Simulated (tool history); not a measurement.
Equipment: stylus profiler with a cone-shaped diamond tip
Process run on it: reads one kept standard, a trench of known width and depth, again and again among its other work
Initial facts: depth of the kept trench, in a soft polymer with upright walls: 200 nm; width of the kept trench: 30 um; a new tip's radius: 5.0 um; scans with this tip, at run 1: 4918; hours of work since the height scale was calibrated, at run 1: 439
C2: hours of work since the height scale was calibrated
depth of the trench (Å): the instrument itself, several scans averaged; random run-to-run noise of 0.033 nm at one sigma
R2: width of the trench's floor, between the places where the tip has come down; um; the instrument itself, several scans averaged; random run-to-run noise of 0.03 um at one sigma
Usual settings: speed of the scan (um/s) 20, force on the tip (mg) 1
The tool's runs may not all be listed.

run 1 hour=0 | speed_of_the_scan_(um/s)=20 force_on_the_tip_(mg)=1 | scans_with_this_tip=4918 C2=439 | depth_of_the_trench_(Å)=2019.2 R2=26.6
run 2 hour=34.4 | speed_of_the_scan_(um/s)=20 force_on_the_tip_(mg)=1 | scans_with_this_tip=5215 C2=465 | depth_of_the_trench_(Å)=2018.9 R2=26.59
run 3 hour=88.5 | speed_of_the_scan_(um/s)=20 force_on_the_tip_(mg)=1 | scans_with_this_tip=5682 C2=507 | depth_of_the_trench_(Å)=2019.5 R2=26.46
run 4 hour=135.7 | speed_of_the_scan_(um/s)=20 force_on_the_tip_(mg)=1 | scans_with_this_tip=6090 C2=543 | depth_of_the_trench_(Å)=2019.4 R2=26.51
run 5 hour=197.1 | speed_of_the_scan_(um/s)=20 force_on_the_tip_(mg)=1 | scans_with_this_tip=6620 C2=591 | depth_of_the_trench_(Å)=2020 R2=26.44
run 6 hour=230.9 | speed_of_the_scan_(um/s)=24 force_on_the_tip_(mg)=1 | scans_with_this_tip=6912 C2=617 | depth_of_the_trench_(Å)=2020 R2=26.36
run 7 hour=291.6 | speed_of_the_scan_(um/s)=24 force_on_the_tip_(mg)=1 | scans_with_this_tip=7436 C2=664 | depth_of_the_trench_(Å)=2020.4 R2=26.3
run 8 hour=357.2 | speed_of_the_scan_(um/s)=24 force_on_the_tip_(mg)=1 | scans_with_this_tip=8003 C2=714 | depth_of_the_trench_(Å)=2020.5 R2=26.27
run 9 hour=418.3 | speed_of_the_scan_(um/s)=24 force_on_the_tip_(mg)=1 | scans_with_this_tip=8530 C2=761 | depth_of_the_trench_(Å)=2020.5 R2=26.25
run 10 hour=457.3 | speed_of_the_scan_(um/s)=24 force_on_the_tip_(mg)=2.81 | scans_with_this_tip=8867 C2=791 | depth_of_the_trench_(Å)=2037.9 R2=26.29
run 11 hour=490.7 | speed_of_the_scan_(um/s)=24 force_on_the_tip_(mg)=2.81 | scans_with_this_tip=9156 C2=817 | depth_of_the_trench_(Å)=2038.3 R2=26.22
run 12 hour=525.3 | speed_of_the_scan_(um/s)=8 force_on_the_tip_(mg)=2.98 | scans_with_this_tip=9455 C2=844 | depth_of_the_trench_(Å)=2040 R2=26.29
run 13 hour=575.8 | speed_of_the_scan_(um/s)=13 force_on_the_tip_(mg)=1.67 | scans_with_this_tip=9891 C2=883 | depth_of_the_trench_(Å)=2028.4 R2=26.21
-- hour=581 height scale calibrated on a step standard
run 14 hour=628.2 | speed_of_the_scan_(um/s)=23 force_on_the_tip_(mg)=0.47 | scans_with_this_tip=10339 C2=36 | depth_of_the_trench_(Å)=2011.2 R2=25.98
run 15 hour=662.5 | speed_of_the_scan_(um/s)=32 force_on_the_tip_(mg)=1 | scans_with_this_tip=10635 C2=63 | depth_of_the_trench_(Å)=2018.4 R2=25.97
run 16 hour=714.8 | speed_of_the_scan_(um/s)=63 force_on_the_tip_(mg)=1.01 | scans_with_this_tip=11086 C2=103 | depth_of_the_trench_(Å)=2017.7 R2=25.63
run 17 hour=752 | speed_of_the_scan_(um/s)=8 force_on_the_tip_(mg)=1 | scans_with_this_tip=11408 C2=132 | depth_of_the_trench_(Å)=2018.2 R2=26.13
run 18 hour=808.1 | speed_of_the_scan_(um/s)=18 force_on_the_tip_(mg)=2.63 | scans_with_this_tip=11892 C2=175 | depth_of_the_trench_(Å)=2033.9 R2=26.11
run 19 hour=854.9 | speed_of_the_scan_(um/s)=6 force_on_the_tip_(mg)=0.34 | scans_with_this_tip=12297 C2=211 | depth_of_the_trench_(Å)=2009.9 R2=25.96
run 20 hour=892.6 | speed_of_the_scan_(um/s)=16 force_on_the_tip_(mg)=0.84 | scans_with_this_tip=12623 C2=240 | depth_of_the_trench_(Å)=2017 R2=25.94
run 21 hour=926.8 | speed_of_the_scan_(um/s)=16 force_on_the_tip_(mg)=0.84 | scans_with_this_tip=12918 C2=266 | depth_of_the_trench_(Å)=2016.9 R2=25.92
run 22 hour=970.7 | speed_of_the_scan_(um/s)=12 force_on_the_tip_(mg)=0.89 | scans_with_this_tip=13297 C2=300 | depth_of_the_trench_(Å)=2017.8 R2=25.93

5 ways to go on from here, each from the tool as it stands after run 22. What would each give?
run A hour=1028.2 | speed_of_the_scan_(um/s)=5 force_on_the_tip_(mg)=0.97 | scans_with_this_tip=13793 C2=345 | depth_of_the_trench_(Å)=? R2=?
run B hour=1028.2 | speed_of_the_scan_(um/s)=43 force_on_the_tip_(mg)=0.91 | scans_with_this_tip=13793 C2=345 | depth_of_the_trench_(Å)=? R2=?
run C hour=1028.2 | speed_of_the_scan_(um/s)=9 force_on_the_tip_(mg)=0.42 | scans_with_this_tip=13793 C2=345 | depth_of_the_trench_(Å)=? R2=?
run D hour=1028.2 | speed_of_the_scan_(um/s)=66 force_on_the_tip_(mg)=0.89 | scans_with_this_tip=13793 C2=345 | depth_of_the_trench_(Å)=? R2=?
run E hour=1028.2 | speed_of_the_scan_(um/s)=14 force_on_the_tip_(mg)=1.62 | scans_with_this_tip=13793 C2=345 | depth_of_the_trench_(Å)=? R2=?

run=A depth_of_the_trench_(Å)=2018.4 R2=25.99
run=B depth_of_the_trench_(Å)=2018.6 R2=25.6
run=C depth_of_the_trench_(Å)=2011.7 R2=25.86
run=D depth_of_the_trench_(Å)=2018.1 R2=25.31
run=E depth_of_the_trench_(Å)=2025.5 R2=25.88
What these runs would have given with no unlogged condition in the tool:
run=A depth_of_the_trench_(Å)=2016.3 R2=27.19
run=B depth_of_the_trench_(Å)=2016.5 R2=26.8
run=C depth_of_the_trench_(Å)=2009.6 R2=27.06
run=D depth_of_the_trench_(Å)=2016 R2=26.51
run=E depth_of_the_trench_(Å)=2023.4 R2=27.07
